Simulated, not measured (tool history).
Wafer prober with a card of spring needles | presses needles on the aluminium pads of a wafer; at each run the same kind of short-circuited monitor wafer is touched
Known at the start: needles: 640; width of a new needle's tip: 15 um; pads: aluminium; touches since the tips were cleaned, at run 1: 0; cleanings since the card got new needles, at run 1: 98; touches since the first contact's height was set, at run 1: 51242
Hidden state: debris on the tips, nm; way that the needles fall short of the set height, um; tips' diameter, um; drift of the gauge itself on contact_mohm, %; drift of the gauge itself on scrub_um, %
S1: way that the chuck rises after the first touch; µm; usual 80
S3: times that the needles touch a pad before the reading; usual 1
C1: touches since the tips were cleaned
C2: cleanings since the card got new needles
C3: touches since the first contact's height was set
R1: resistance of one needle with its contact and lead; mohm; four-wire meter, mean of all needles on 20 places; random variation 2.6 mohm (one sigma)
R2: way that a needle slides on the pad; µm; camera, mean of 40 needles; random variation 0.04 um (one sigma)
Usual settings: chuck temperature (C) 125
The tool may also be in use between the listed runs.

{"run": 1, "hour": 0.0, "S1": 80, "chuck temperature (C)": 125, "S3": 1, "C1": 0, "C2": 98, "C3": 51242, "R1": 298, "R2": 21.8}
{"hour": 15.2, "done": "tips cleaned on abrasive film"}
{"hour": 30.6, "done": "tips cleaned on abrasive film"}
{"run": 2, "hour": 34.8, "S1": 80, "chuck temperature (C)": 125, "S3": 1, "C1": 2703, "C2": 100, "C3": 73318, "R1": 300, "R2": 21.82}
{"hour": 46.2, "done": "tips cleaned on abrasive film"}
{"run": 3, "hour": 52.3, "S1": 80, "chuck temperature (C)": 125, "S3": 1, "C1": 3861, "C2": 101, "C3": 84393, "R1": 298, "R2": 21.81}
{"hour": 61.1, "done": "tips cleaned on abrasive film"}
{"hour": 76.0, "done": "tips cleaned on abrasive film"}
{"run": 4, "hour": 81.4, "S1": 80, "chuck temperature (C)": 125, "S3": 1, "C1": 3433, "C2": 103, "C3": 102845, "R1": 299, "R2": 21.78}
{"hour": 90.6, "done": "tips cleaned on abrasive film"}
{"hour": 105.9, "done": "tips cleaned on abrasive film"}
{"hour": 121.5, "done": "tips cleaned on abrasive film"}
{"run": 5, "hour": 122.6, "S1": 80, "chuck temperature (C)": 125, "S3": 3, "C1": 653, "C2": 106, "C3": 128930, "R1": 295, "R2": 21.86}
{"hour": 137.6, "done": "tips cleaned on abrasive film"}
{"run": 6, "hour": 141.9, "S1": 80, "chuck temperature (C)": 125, "S3": 3, "C1": 2763, "C2": 107, "C3": 141196, "R1": 294, "R2": 21.78}
{"hour": 153.9, "done": "tips cleaned on abrasive film"}
{"run": 7, "hour": 167.5, "S1": 96, "chuck temperature (C)": 125, "S3": 3, "C1": 8685, "C2": 108, "C3": 157480, "R1": 297, "R2": 26.26}
{"hour": 169.4, "done": "tips cleaned on abrasive film"}
{"hour": 181.9, "done": "height of the first contact set anew"}
{"hour": 184.9, "done": "tips cleaned on abrasive film"}
{"run": 8, "hour": 191.3, "S1": 96, "chuck temperature (C)": 125, "S3": 3, "C1": 4064, "C2": 110, "C3": 5892, "R1": 296, "R2": 26.3}
{"hour": 199.2, "done": "tips cleaned on abrasive film"}
{"hour": 215.3, "done": "tips cleaned on abrasive film"}
{"hour": 231.4, "done": "tips cleaned on abrasive film"}
{"run": 9, "hour": 232.8, "S1": 80, "chuck temperature (C)": 125, "S3": 1, "C1": 890, "C2": 113, "C3": 32178, "R1": 297, "R2": 21.89}
{"hour": 247.1, "done": "tips cleaned on abrasive film"}
{"hour": 262.5, "done": "tips cleaned on abrasive film"}
{"run": 10, "hour": 267.0, "S1": 80, "chuck temperature (C)": 125, "S3": 1, "C1": 2829, "C2": 115, "C3": 53851, "R1": 302, "R2": 21.88}
{"hour": 279.6, "done": "tips cleaned on abrasive film"}
{"hour": 293.9, "done": "tips cleaned on abrasive film"}
{"run": 11, "hour": 295.3, "S1": 80, "chuck temperature (C)": 125, "S3": 1, "C1": 898, "C2": 117, "C3": 71837, "R1": 296, "R2": 21.89}
{"hour": 308.8, "done": "tips cleaned on abrasive film"}
{"run": 12, "hour": 314.2, "S1": 82, "chuck temperature (C)": 125, "S3": 1, "C1": 3398, "C2": 118, "C3": 83780, "R1": 300, "R2": 22.51}
{"hour": 324.2, "done": "tips cleaned on abrasive film"}
{"run": 13, "hour": 332.0, "S1": 82, "chuck temperature (C)": 125, "S3": 1, "C1": 5020, "C2": 119, "C3": 95118, "R1": 296, "R2": 22.5}
{"hour": 338.3, "done": "tips cleaned on abrasive film"}
{"hour": 353.0, "done": "tips cleaned on abrasive film"}
{"hour": 368.2, "done": "tips cleaned on abrasive film"}
{"run": 14, "hour": 370.3, "S1": 90, "chuck temperature (C)": 27, "S3": 1, "C1": 1359, "C2": 122, "C3": 119327, "R1": 271, "R2": 24.7}
{"hour": 383.0, "done": "tips cleaned on abrasive film"}
{"hour": 397.6, "done": "tips cleaned on abrasive film"}
{"run": 15, "hour": 397.6, "S1": 68, "chuck temperature (C)": 51, "S3": 2, "C1": 0, "C2": 124, "C3": 136642, "R1": 279, "R2": 18.69}
{"hour": 411.7, "done": "tips cleaned on abrasive film"}
{"hour": 427.3, "done": "tips cleaned on abrasive film"}
{"run": 16, "hour": 427.3, "S1": 93, "chuck temperature (C)": 51, "S3": 2, "C1": 0, "C2": 126, "C3": 155444, "R1": 277, "R2": 25.58}
{"hour": 443.1, "done": "tips cleaned on abrasive film"}
{"hour": 446.3, "done": "height of the first contact set anew"}
{"run": 17, "hour": 455.7, "S1": 66, "chuck temperature (C)": 123, "S3": 3, "C1": 7869, "C2": 127, "C3": 6012, "R1": 302, "R2": 18.1}
{"hour": 459.2, "done": "tips cleaned on abrasive film"}
{"hour": 475.2, "done": "tips cleaned on abrasive film"}
{"hour": 490.3, "done": "tips cleaned on abrasive film"}
{"run": 18, "hour": 491.8, "S1": 66, "chuck temperature (C)": 123, "S3": 3, "C1": 937, "C2": 130, "C3": 28828, "R1": 304, "R2": 18.13}
{"hour": 506.0, "done": "tips cleaned on abrasive film"}
{"hour": 520.7, "done": "tips cleaned on abrasive film"}
{"run": 19, "hour": 532.3, "S1": 65, "chuck temperature (C)": 100, "S3": 1, "C1": 7412, "C2": 132, "C3": 54587, "R1": 293, "R2": 17.87}
{"hour": 535.4, "done": "tips cleaned on abrasive film"}
{"hour": 551.2, "done": "tips cleaned on abrasive film"}
{"run": 20, "hour": 563.1, "S1": 68, "chuck temperature (C)": 63, "S3": 1, "C1": 7609, "C2": 134, "C3": 74063, "R1": 282, "R2": 18.71}
{"hour": 565.8, "done": "tips cleaned on abrasive film"}
{"hour": 580.8, "done": "tips cleaned on abrasive film"}
{"hour": 596.1, "done": "tips cleaned on abrasive film"}
{"run": 21, "hour": 599.7, "S1": 68, "chuck temperature (C)": 63, "S3": 1, "C1": 2304, "C2": 137, "C3": 97258, "R1": 283, "R2": 18.7}

The same runs without the tool's hidden state, with the same run-to-run variation:
run=1 R2=21.80
run=2 R2=21.80
run=3 R2=21.79
run=4 R2=21.75
run=5 R2=21.81
run=6 R2=21.72
run=7 R2=26.18
run=8 R2=26.21
run=9 R2=21.80
run=10 R2=21.78
run=11 R2=21.77
run=12 R2=22.38
run=13 R2=22.37
run=14 R2=24.54
run=15 R2=18.56
run=16 R2=25.39
run=17 R2=17.96
run=18 R2=17.97
run=19 R2=17.71
run=20 R2=18.53
run=21 R2=18.51
R1: within 1 mohm of the measured result in every run.
